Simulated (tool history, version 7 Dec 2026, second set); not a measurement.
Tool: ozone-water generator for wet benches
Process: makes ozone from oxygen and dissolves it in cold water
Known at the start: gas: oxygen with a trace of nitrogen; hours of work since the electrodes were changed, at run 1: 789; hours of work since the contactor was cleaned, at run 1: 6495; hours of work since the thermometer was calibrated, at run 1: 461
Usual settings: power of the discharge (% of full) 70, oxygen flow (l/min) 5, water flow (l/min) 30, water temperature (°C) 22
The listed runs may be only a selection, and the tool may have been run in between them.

run   hour  power of the discharge (% of full)  oxygen flow (l/min)  water flow (l/min)  water temperature (°C)  hours of work since the electrodes were changed  hours of work since the contactor was cleaned  hours of work since the thermometer was calibrated  dissolved ozone (ppm)  ozone in the gas ahead of the water (g/m3)
  1      0                                  70                    5                  30                      22                                              789                                           6495                                                 461                   16.1                                       197.9
  2   49.1                                  62                    5                  30                      22                                              824                                           6530                                                 495                   14.5                                       179.9
  3   81.9                                  62                    5                  30                      22                                              846                                           6553                                                 518                   14.4                                       181.5
  4  135.5                                  45                    5                  30                      22                                              884                                           6590                                                 555                     11                                         139
  5  176.5                                  70                    5                  35                      22                                              912                                           6619                                                 584                   13.7                                       198.9
  6  227.3                                  70                    5                  30                      22                                              948                                           6654                                                 620                   15.9                                       199.6
  7  268.9                                  70                    5                  30                      22                                              977                                           6683                                                 649                   15.9                                       199.9
  8  305.3                                  70                    5                  30                      22                                             1002                                           6709                                                 674                   15.9                                         198
  9  346.8                                  70                    5                  30                      22                                             1031                                           6737                                                 703                     16                                       198.7
 10  395.8                                  70                    5                  30                      22                                             1066                                           6772                                                 737                     16                                       198.1
 11  448.8                                  70                    5                  30                      22                                             1103                                           6809                                                 774                   15.7                                       199.1
 12  498.9                                  70                 3.29                  30                      22                                             1138                                           6844                                                 809                   14.1                                       234.2
 13  529.5                                  70                 3.29                  30                      22                                             1159                                           6865                                                 831                   14.1                                       235.2
 14  578.7                                  70                 3.29                  30                      22                                             1193                                           6899                                                 865                     14                                       234.5
 15  635.5                                  70                 3.29                  30                      14                                             1233                                           6939                                                 905                   15.1                                         232
 16  660.8                                  70                 3.29                  30                      14                                             1251                                           6957                                                 922                     15                                       232.6
 17    693                                  70                 3.29                  30                      14                                             1273                                           6979                                                 945                   14.8                                       232.6

The next listed run, before its measurement:
 18  746.8                                  70                 3.29                  30                      14                                             1311                                           7017                                                 982                      ?                                           ?

dissolved ozone (ppm): 15.1
ozone in the gas ahead of the water (g/m3): 232.2
If the tool had no hidden condition, the same run with the same run-to-run variation would have returned dissolved ozone (ppm) 16.6, ozone in the gas ahead of the water (g/m3) 235.6.
